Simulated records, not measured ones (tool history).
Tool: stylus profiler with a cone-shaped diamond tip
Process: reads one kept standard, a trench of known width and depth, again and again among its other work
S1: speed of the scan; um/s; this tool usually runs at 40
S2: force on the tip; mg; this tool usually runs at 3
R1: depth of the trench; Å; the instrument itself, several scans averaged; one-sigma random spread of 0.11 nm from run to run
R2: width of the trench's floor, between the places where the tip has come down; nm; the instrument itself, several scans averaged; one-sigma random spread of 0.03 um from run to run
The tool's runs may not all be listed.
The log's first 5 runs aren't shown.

run,hour,S1,S2,R1,R2
6,214,40,1.86,2040.7,26430
7,271.9,17,1.86,2040.5,26520
8,309,17,1.86,2039.2,26490
9,344.5,40,6.48,2072.5,26470
10,392.7,40,3,2048.8,26430
11,452.9,40,1.47,2039,26380
12,519.8,40,3,2051.3,26370
13,583.9,40,3,2051,26370
14,643.8,40,3,2051.9,26310
15,716.3,40,3,2050,26380
16,756.5,40,3,2050.5,26360
17,790.4,40,3,2051.2,26350
18,856.2,40,3,2052.4,26350
19,899.6,40,3,2049.5,26300
20,947.7,18,3,2051.7,26410
21,978.4,40,3,2051.8,26300
22,1043.3,40,3,2052.9,26320
23,1107.7,22,1.22,2035.9,26320
24,1172.3,22,1.22,2038.5,26300
25,1230.2,100,1.06,2037.3,25880
26,1289.9,17,5.64,2072.6,26360
27,1344.7,128,2.95,2054.4,25980
28,1419.2,128,2.11,2046.5,25860
29,1465.2,128,2.11,2048.8,25920

Run 30 comes next. What will it give?
30,1528.6,72,1.49,?,?

{"run 30": {"R1": 2043.3, "R2": 26040}}
Take away the tool's hidden state, keep the run-to-run variation as it was, and the same run would have given R1 2021 Å, R2 26910 nm.

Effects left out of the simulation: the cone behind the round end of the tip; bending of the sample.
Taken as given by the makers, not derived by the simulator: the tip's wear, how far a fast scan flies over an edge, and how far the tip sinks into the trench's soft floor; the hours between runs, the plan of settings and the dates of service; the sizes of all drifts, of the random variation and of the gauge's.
